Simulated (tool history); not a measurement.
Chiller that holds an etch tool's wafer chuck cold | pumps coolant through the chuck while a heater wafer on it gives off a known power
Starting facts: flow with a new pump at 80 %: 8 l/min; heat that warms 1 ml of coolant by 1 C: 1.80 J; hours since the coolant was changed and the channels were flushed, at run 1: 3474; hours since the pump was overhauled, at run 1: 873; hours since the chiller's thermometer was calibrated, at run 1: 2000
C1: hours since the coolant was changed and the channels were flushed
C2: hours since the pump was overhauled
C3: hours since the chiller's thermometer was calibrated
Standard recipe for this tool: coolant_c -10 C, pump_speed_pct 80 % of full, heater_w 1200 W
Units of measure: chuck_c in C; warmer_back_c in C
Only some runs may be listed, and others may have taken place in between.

{"run": 1, "hour": 0.0, "coolant_c": -10, "pump_speed_pct": 80, "heater_w": 1200, "C1": 3474, "C2": 873, "C3": 2000, "chuck_c": 5.8, "warmer_back_c": 5.15}
{"run": 2, "hour": 25.8, "coolant_c": -10, "pump_speed_pct": 80, "heater_w": 1200, "C1": 3499, "C2": 899, "C3": 2025, "chuck_c": 5.7, "warmer_back_c": 5.15}
{"run": 3, "hour": 44.3, "coolant_c": -10, "pump_speed_pct": 80, "heater_w": 1200, "C1": 3518, "C2": 917, "C3": 2044, "chuck_c": 5.8, "warmer_back_c": 5.12}
{"run": 4, "hour": 60.1, "coolant_c": -10, "pump_speed_pct": 63, "heater_w": 1200, "C1": 3534, "C2": 933, "C3": 2060, "chuck_c": 9.2, "warmer_back_c": 6.6}
{"run": 5, "hour": 79.1, "coolant_c": -10, "pump_speed_pct": 63, "heater_w": 1200, "C1": 3553, "C2": 952, "C3": 2079, "chuck_c": 9.2, "warmer_back_c": 6.57}
{"run": 6, "hour": 100.7, "coolant_c": -10, "pump_speed_pct": 80, "heater_w": 1715, "C1": 3574, "C2": 974, "C3": 2100, "chuck_c": 12.3, "warmer_back_c": 7.34}
{"run": 7, "hour": 128.9, "coolant_c": -10, "pump_speed_pct": 80, "heater_w": 1055, "C1": 3603, "C2": 1002, "C3": 2129, "chuck_c": 3.9, "warmer_back_c": 4.52}
{"run": 8, "hour": 154.5, "coolant_c": -10, "pump_speed_pct": 80, "heater_w": 1055, "C1": 3628, "C2": 1027, "C3": 2154, "chuck_c": 4, "warmer_back_c": 4.5}
{"run": 9, "hour": 183.5, "coolant_c": -10, "pump_speed_pct": 80, "heater_w": 1055, "C1": 3657, "C2": 1056, "C3": 2183, "chuck_c": 4.1, "warmer_back_c": 4.53}
{"run": 10, "hour": 216.0, "coolant_c": -10, "pump_speed_pct": 80, "heater_w": 900, "C1": 3690, "C2": 1089, "C3": 2216, "chuck_c": 2.1, "warmer_back_c": 3.82}
{"run": 11, "hour": 231.9, "coolant_c": -10, "pump_speed_pct": 80, "heater_w": 900, "C1": 3706, "C2": 1105, "C3": 2232, "chuck_c": 2, "warmer_back_c": 3.89}
{"run": 12, "hour": 247.2, "coolant_c": -10, "pump_speed_pct": 80, "heater_w": 900, "C1": 3721, "C2": 1120, "C3": 2247, "chuck_c": 2.1, "warmer_back_c": 3.79}
{"run": 13, "hour": 271.4, "coolant_c": -10, "pump_speed_pct": 80, "heater_w": 900, "C1": 3745, "C2": 1144, "C3": 2271, "chuck_c": 2.2, "warmer_back_c": 3.84}
{"run": 14, "hour": 286.8, "coolant_c": -10, "pump_speed_pct": 80, "heater_w": 900, "C1": 3760, "C2": 1160, "C3": 2286, "chuck_c": 2, "warmer_back_c": 3.82}
{"run": 15, "hour": 310.5, "coolant_c": -10, "pump_speed_pct": 80, "heater_w": 900, "C1": 3784, "C2": 1183, "C3": 2310, "chuck_c": 2.2, "warmer_back_c": 3.85}
{"run": 16, "hour": 339.0, "coolant_c": -10, "pump_speed_pct": 80, "heater_w": 900, "C1": 3813, "C2": 1212, "C3": 2339, "chuck_c": 2.1, "warmer_back_c": 3.83}
{"run": 17, "hour": 357.8, "coolant_c": -10, "pump_speed_pct": 75, "heater_w": 1200, "C1": 3831, "C2": 1231, "C3": 2357, "chuck_c": 6.8, "warmer_back_c": 5.5}
{"run": 18, "hour": 375.1, "coolant_c": -15, "pump_speed_pct": 64, "heater_w": 1200, "C1": 3849, "C2": 1248, "C3": 2375, "chuck_c": 4.2, "warmer_back_c": 6.58}
{"run": 19, "hour": 407.6, "coolant_c": -4, "pump_speed_pct": 73, "heater_w": 1200, "C1": 3881, "C2": 1280, "C3": 2407, "chuck_c": 13.3, "warmer_back_c": 5.66}
{"run": 20, "hour": 422.0, "coolant_c": -1, "pump_speed_pct": 73, "heater_w": 1200, "C1": 3896, "C2": 1295, "C3": 2422, "chuck_c": 16.2, "warmer_back_c": 5.67}
{"run": 21, "hour": 440.6, "coolant_c": -1, "pump_speed_pct": 73, "heater_w": 1200, "C1": 3914, "C2": 1314, "C3": 2440, "chuck_c": 16.4, "warmer_back_c": 5.68}
{"run": 22, "hour": 463.2, "coolant_c": -10, "pump_speed_pct": 62, "heater_w": 1140, "C1": 3937, "C2": 1336, "C3": 2463, "chuck_c": 8.8, "warmer_back_c": 6.46}
{"run": 23, "hour": 480.5, "coolant_c": -16, "pump_speed_pct": 89, "heater_w": 1054, "C1": 3954, "C2": 1353, "C3": 2480, "chuck_c": -2.9, "warmer_back_c": 4.06}
{"run": 24, "hour": 495.4, "coolant_c": -1, "pump_speed_pct": 78, "heater_w": 1054, "C1": 3969, "C2": 1368, "C3": 2495, "chuck_c": 13.7, "warmer_back_c": 4.63}
{"run": 25, "hour": 521.3, "coolant_c": -1, "pump_speed_pct": 89, "heater_w": 1054, "C1": 3995, "C2": 1394, "C3": 2521, "chuck_c": 12.1, "warmer_back_c": 4.07}
{"run": 26, "hour": 541.2, "coolant_c": -7, "pump_speed_pct": 72, "heater_w": 949, "C1": 4015, "C2": 1414, "C3": 2541, "chuck_c": 7.2, "warmer_back_c": 4.54}
{"run": 27, "hour": 554.7, "coolant_c": -18, "pump_speed_pct": 79, "heater_w": 1500, "C1": 4028, "C2": 1428, "C3": 2554, "chuck_c": 2.5, "warmer_back_c": 6.63}
{"run": 28, "hour": 571.9, "coolant_c": -18, "pump_speed_pct": 79, "heater_w": 1500, "C1": 4046, "C2": 1445, "C3": 2572, "chuck_c": 2.3, "warmer_back_c": 6.58}
{"run": 29, "hour": 593.5, "coolant_c": -16, "pump_speed_pct": 62, "heater_w": 772, "C1": 4067, "C2": 1466, "C3": 2593, "chuck_c": -3, "warmer_back_c": 4.36}
{"run": 30, "hour": 607.8, "coolant_c": -16, "pump_speed_pct": 62, "heater_w": 772, "C1": 4082, "C2": 1481, "C3": 2607, "chuck_c": -3.1, "warmer_back_c": 4.34}
{"run": 31, "hour": 635.7, "coolant_c": -11, "pump_speed_pct": 89, "heater_w": 1015, "C1": 4109, "C2": 1509, "C3": 2635, "chuck_c": 1.8, "warmer_back_c": 3.95}
{"run": 32, "hour": 665.6, "coolant_c": -11, "pump_speed_pct": 89, "heater_w": 1015, "C1": 4139, "C2": 1539, "C3": 2665, "chuck_c": 1.9, "warmer_back_c": 3.96}

Results for each run, recomputed without the tool's hidden state and with each run's random variation untouched:
Unlogged tool condition in this case: heat passed by the chuck's channels, % of clean ones'; flow at a given pump speed, % of a new pump's; coolant's true temperature over the reading, C; drift of the gauge itself on chuck_c, C; drift of the gauge itself on warmer_back_c, C.
run=1 chuck_c=4.3 warmer_back_c=5.03
run=2 chuck_c=4.1 warmer_back_c=5.03
run=3 chuck_c=4.3 warmer_back_c=4.99
run=4 chuck_c=7.4 warmer_back_c=6.43
run=5 chuck_c=7.3 warmer_back_c=6.4
run=6 chuck_c=10.2 warmer_back_c=7.15
run=7 chuck_c=2.4 warmer_back_c=4.4
run=8 chuck_c=2.5 warmer_back_c=4.37
run=9 chuck_c=2.6 warmer_back_c=4.4
run=10 chuck_c=0.7 warmer_back_c=3.71
run=11 chuck_c=0.6 warmer_back_c=3.78
run=12 chuck_c=0.7 warmer_back_c=3.67
run=13 chuck_c=0.8 warmer_back_c=3.73
run=14 chuck_c=0.6 warmer_back_c=3.7
run=15 chuck_c=0.8 warmer_back_c=3.73
run=16 chuck_c=0.6 warmer_back_c=3.7
run=17 chuck_c=5 warmer_back_c=5.33
run=18 chuck_c=2.1 warmer_back_c=6.36
run=19 chuck_c=11.4 warmer_back_c=5.47
run=20 chuck_c=14.3 warmer_back_c=5.48
run=21 chuck_c=14.4 warmer_back_c=5.48
run=22 chuck_c=6.7 warmer_back_c=6.23
run=23 chuck_c=-4.6 warmer_back_c=3.91
run=24 chuck_c=11.9 warmer_back_c=4.46
run=25 chuck_c=10.5 warmer_back_c=3.92
run=26 chuck_c=5.4 warmer_back_c=4.37
run=27 chuck_c=0.2 warmer_back_c=6.39
run=28 chuck_c=-0.1 warmer_back_c=6.33
run=29 chuck_c=-4.7 warmer_back_c=4.2
run=30 chuck_c=-4.8 warmer_back_c=4.17
run=31 chuck_c=0.1 warmer_back_c=3.79
run=32 chuck_c=0.2 warmer_back_c=3.8

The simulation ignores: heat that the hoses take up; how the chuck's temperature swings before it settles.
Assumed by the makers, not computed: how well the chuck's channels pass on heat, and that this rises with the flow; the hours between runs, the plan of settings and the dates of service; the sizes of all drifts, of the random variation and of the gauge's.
